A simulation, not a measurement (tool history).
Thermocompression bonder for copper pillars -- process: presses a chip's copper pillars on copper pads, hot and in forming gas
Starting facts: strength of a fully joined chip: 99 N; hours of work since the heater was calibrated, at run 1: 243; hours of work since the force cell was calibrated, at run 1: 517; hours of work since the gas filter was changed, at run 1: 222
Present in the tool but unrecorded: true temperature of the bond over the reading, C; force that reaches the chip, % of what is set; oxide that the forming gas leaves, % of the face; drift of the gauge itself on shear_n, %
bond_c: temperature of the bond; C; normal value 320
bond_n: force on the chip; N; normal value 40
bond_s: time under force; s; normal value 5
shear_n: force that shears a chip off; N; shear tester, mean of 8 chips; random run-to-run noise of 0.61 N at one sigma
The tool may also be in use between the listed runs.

run	hour	bond_c	bond_n	bond_s	hours of work since the heater was calibrated	hours of work since the force cell was calibrated	hours of work since the gas filter was changed	shear_n
1	0	320	40	5	243	517	222	63.4
2	12.4	320	40	5	248	523	228	62.9
3	19	320	40	5	251	526	230	62.4
4	29.4	320	45	5	256	530	235	66.9
5	39.4	320	45	5	260	535	239	66.9
6	51.4	320	40	5	265	540	245	63.3
7	60.8	320	40	5	270	544	249	62.7
8	69.2	320	40	7	273	548	253	68.6
9	83.9	293	40	5	280	554	259	47.9
10	99.5	303	40	5	287	561	266	52.8
11	110	320	40	5	291	566	271	62.5
12	119.1	320	40	5	295	570	275	62
13	126.6	341	40	5	299	573	278	73.1
14	138.4	348	40	5	304	578	283	76.1
15	147.4	348	40	5	308	582	287	76.6
16	162.8	320	40	5	315	589	294	62.3
17	174.1	346	40	5	320	594	299	74.5
18	187	346	40	5	325	600	305	74.2
19	200.8	346	40	5	331	606	311	74.2
20	208.3	346	40	5	335	609	314	76.2

Expected results for the next run?
21	215.1	320	40	3	338	612	317	?

{"run 21": {"shear_n": 53.3}}
With no hidden state in the tool, this same run would have given shear_n 55.9 N.
